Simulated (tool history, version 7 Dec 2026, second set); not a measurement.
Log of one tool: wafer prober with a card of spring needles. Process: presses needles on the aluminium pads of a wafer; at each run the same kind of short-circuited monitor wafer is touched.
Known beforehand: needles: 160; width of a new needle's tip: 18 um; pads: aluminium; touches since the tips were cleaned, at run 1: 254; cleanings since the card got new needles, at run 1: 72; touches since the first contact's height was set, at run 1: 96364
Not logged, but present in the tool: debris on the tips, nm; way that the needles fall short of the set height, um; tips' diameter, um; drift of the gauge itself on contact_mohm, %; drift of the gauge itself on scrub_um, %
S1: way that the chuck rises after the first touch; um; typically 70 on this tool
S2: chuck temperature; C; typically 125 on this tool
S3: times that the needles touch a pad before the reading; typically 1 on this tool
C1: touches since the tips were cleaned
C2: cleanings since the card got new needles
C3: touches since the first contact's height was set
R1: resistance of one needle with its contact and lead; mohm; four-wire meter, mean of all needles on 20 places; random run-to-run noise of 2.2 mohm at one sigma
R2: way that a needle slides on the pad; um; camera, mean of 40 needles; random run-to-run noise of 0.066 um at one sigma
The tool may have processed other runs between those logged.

run,hour,S1,S2,S3,C1,C2,C3,R1,R2
1,0,70,125,1,254,72,96364,253,14.07
# hour 14.5: tips cleaned on abrasive film
# hour 29: tips cleaned on abrasive film
# hour 43.2: tips cleaned on abrasive film
2,43.2,81,125,1,0,75,110073,244,16.4
# hour 58.5: tips cleaned on abrasive film
# hour 74.4: tips cleaned on abrasive film
3,74.9,81,125,1,170,77,120110,245,16.14
# hour 90.2: tips cleaned on abrasive film
# hour 104.8: tips cleaned on abrasive film
4,116.5,81,125,1,3760,79,133345,263,16.06
# hour 119.6: tips cleaned on abrasive film
# hour 134.9: tips cleaned on abrasive film
# hour 149.7: tips cleaned on abrasive film
# hour 164.4: tips cleaned on abrasive film
5,164.4,81,125,1,0,83,148504,243,16.09
# hour 177.5: tips cleaned on abrasive film
# hour 193.4: tips cleaned on abrasive film
6,195.2,81,125,1,587,85,158270,246,16
# hour 207.8: tips cleaned on abrasive film
# hour 224.1: tips cleaned on abrasive film
# hour 239.5: tips cleaned on abrasive film
7,240.6,81,125,1,365,88,172671,248,16.02
# hour 253.7: tips cleaned on abrasive film
# hour 268.6: tips cleaned on abrasive film
# hour 282.6: tips cleaned on abrasive film
8,284.4,81,125,1,593,91,186558,249,15.99
# hour 296.1: tips cleaned on abrasive film
# hour 311.2: tips cleaned on abrasive film
9,311.2,65,125,1,0,93,195039,250,12.67
# hour 324.6: tips cleaned on abrasive film
# hour 339.4: tips cleaned on abrasive film
10,352.1,62,38,1,4029,95,208018,276,12.01
# hour 355.4: tips cleaned on abrasive film
# hour 370.7: tips cleaned on abrasive film
11,373.2,62,38,1,815,97,214708,244,11.84
# hour 384.2: tips cleaned on abrasive film
# hour 397.3: tips cleaned on abrasive film
# hour 413.5: tips cleaned on abrasive film
12,420.1,65,125,3,2115,100,229579,256,12.5
# hour 428: tips cleaned on abrasive film
# hour 443: tips cleaned on abrasive film
# hour 454.9: height of the first contact set anew
# hour 458.2: tips cleaned on abrasive film
13,468.2,57,27,1,3177,103,4210,267,11.67

Branching from run 13: 4 alternative next runs. What would each branch give?
# hour 474: tips cleaned on abrasive film
# hour 487.9: tips cleaned on abrasive film
A,499.5,76,48,1,3696,105,14146,?,?
# hour 474: tips cleaned on abrasive film
# hour 487.9: tips cleaned on abrasive film
B,499.5,57,42,2,3696,105,14146,?,?
# hour 474: tips cleaned on abrasive film
# hour 487.9: tips cleaned on abrasive film
C,499.5,56,27,3,3696,105,14146,?,?
# hour 474: tips cleaned on abrasive film
# hour 487.9: tips cleaned on abrasive film
D,499.5,60,103,1,3696,105,14146,?,?

run,R1,R2
A,252,15.7
B,257,11.65
C,240,11.44
D,286,12.3
Without the tool's hidden state the same runs would have given:
run,R1,R2
A,220,15.75
B,224,11.7
C,218,11.49
D,241,12.35
